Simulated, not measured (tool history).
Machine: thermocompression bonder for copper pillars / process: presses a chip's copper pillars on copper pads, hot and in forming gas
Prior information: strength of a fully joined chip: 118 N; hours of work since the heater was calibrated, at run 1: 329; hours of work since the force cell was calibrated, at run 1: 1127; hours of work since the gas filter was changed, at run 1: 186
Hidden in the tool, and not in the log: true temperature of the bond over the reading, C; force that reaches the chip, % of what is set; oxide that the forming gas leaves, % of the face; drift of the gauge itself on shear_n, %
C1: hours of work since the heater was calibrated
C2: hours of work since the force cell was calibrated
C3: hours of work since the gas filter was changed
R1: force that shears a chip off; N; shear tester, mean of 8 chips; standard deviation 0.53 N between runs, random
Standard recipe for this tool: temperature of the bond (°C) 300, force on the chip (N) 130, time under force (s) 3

run 1 hour=0 | temperature_of_the_bond_(°C)=300 force_on_the_chip_(N)=130 time_under_force_(s)=3 | C1=329 C2=1127 C3=186 | R1=66.5
run 2 hour=43 | temperature_of_the_bond_(°C)=300 force_on_the_chip_(N)=130 time_under_force_(s)=3 | C1=361 C2=1158 C3=218 | R1=65.2
run 3 hour=74.7 | temperature_of_the_bond_(°C)=308 force_on_the_chip_(N)=130 time_under_force_(s)=3 | C1=384 C2=1181 C3=241 | R1=71.4
run 4 hour=125.5 | temperature_of_the_bond_(°C)=308 force_on_the_chip_(N)=130 time_under_force_(s)=3 | C1=420 C2=1218 C3=278 | R1=70.6
run 5 hour=157.8 | temperature_of_the_bond_(°C)=308 force_on_the_chip_(N)=130 time_under_force_(s)=3 | C1=444 C2=1241 C3=301 | R1=72.1
run 6 hour=184.3 | temperature_of_the_bond_(°C)=300 force_on_the_chip_(N)=162 time_under_force_(s)=3 | C1=463 C2=1260 C3=320 | R1=75.9
run 7 hour=233.5 | temperature_of_the_bond_(°C)=283 force_on_the_chip_(N)=130 time_under_force_(s)=3 | C1=499 C2=1296 C3=356 | R1=55.1
run 8 hour=262.3 | temperature_of_the_bond_(°C)=283 force_on_the_chip_(N)=130 time_under_force_(s)=3 | C1=520 C2=1317 C3=377 | R1=54.7
-- hour=291.4 forming gas filter changed
run 9 hour=297.3 | temperature_of_the_bond_(°C)=283 force_on_the_chip_(N)=130 time_under_force_(s)=3 | C1=545 C2=1342 C3=4 | R1=54.6
run 10 hour=353 | temperature_of_the_bond_(°C)=300 force_on_the_chip_(N)=121 time_under_force_(s)=3 | C1=585 C2=1382 C3=45 | R1=63.3
run 11 hour=406.1 | temperature_of_the_bond_(°C)=300 force_on_the_chip_(N)=130 time_under_force_(s)=2 | C1=624 C2=1421 C3=83 | R1=58.6
run 12 hour=462.3 | temperature_of_the_bond_(°C)=318 force_on_the_chip_(N)=85 time_under_force_(s)=3 | C1=665 C2=1462 C3=124 | R1=58.2
run 13 hour=492.5 | temperature_of_the_bond_(°C)=289 force_on_the_chip_(N)=91 time_under_force_(s)=3 | C1=687 C2=1484 C3=146 | R1=45.7
run 14 hour=522.6 | temperature_of_the_bond_(°C)=302 force_on_the_chip_(N)=91 time_under_force_(s)=5 | C1=708 C2=1505 C3=168 | R1=62.6
-- hour=568.4 force cell calibrated
run 15 hour=570.7 | temperature_of_the_bond_(°C)=324 force_on_the_chip_(N)=130 time_under_force_(s)=4 | C1=742 C2=2 C3=202 | R1=87.1
run 16 hour=594 | temperature_of_the_bond_(°C)=324 force_on_the_chip_(N)=130 time_under_force_(s)=4 | C1=759 C2=19 C3=219 | R1=86.7
run 17 hour=625.1 | temperature_of_the_bond_(°C)=328 force_on_the_chip_(N)=130 time_under_force_(s)=8 | C1=782 C2=41 C3=241 | R1=100.4
run 18 hour=652.7 | temperature_of_the_bond_(°C)=328 force_on_the_chip_(N)=130 time_under_force_(s)=7 | C1=802 C2=61 C3=261 | R1=99.2
run 19 hour=692.6 | temperature_of_the_bond_(°C)=310 force_on_the_chip_(N)=121 time_under_force_(s)=3 | C1=831 C2=90 C3=290 | R1=68.2
run 20 hour=727.6 | temperature_of_the_bond_(°C)=300 force_on_the_chip_(N)=97 time_under_force_(s)=2 | C1=856 C2=116 C3=316 | R1=45.9

Entry by entry between the runs, the difference in hidden state between the last listed run before and the first listed run after:
After run 8, before run 9: forming gas filter changed (hour 291.4)
  oxide that the forming gas leaves, % of the face: 1.4 -> 0.51
  measured result minus the result with no hidden state, R1: -0.4 -> +0.1 N
After run 14, before run 15: force cell calibrated (hour 568.4)
  force that reaches the chip, % of what is set: 100.6 -> 100.1; oxide that the forming gas leaves, % of the face: 0.91 -> 0.99
  measured result minus the result with no hidden state, R1: -0.2 -> -0.5 N
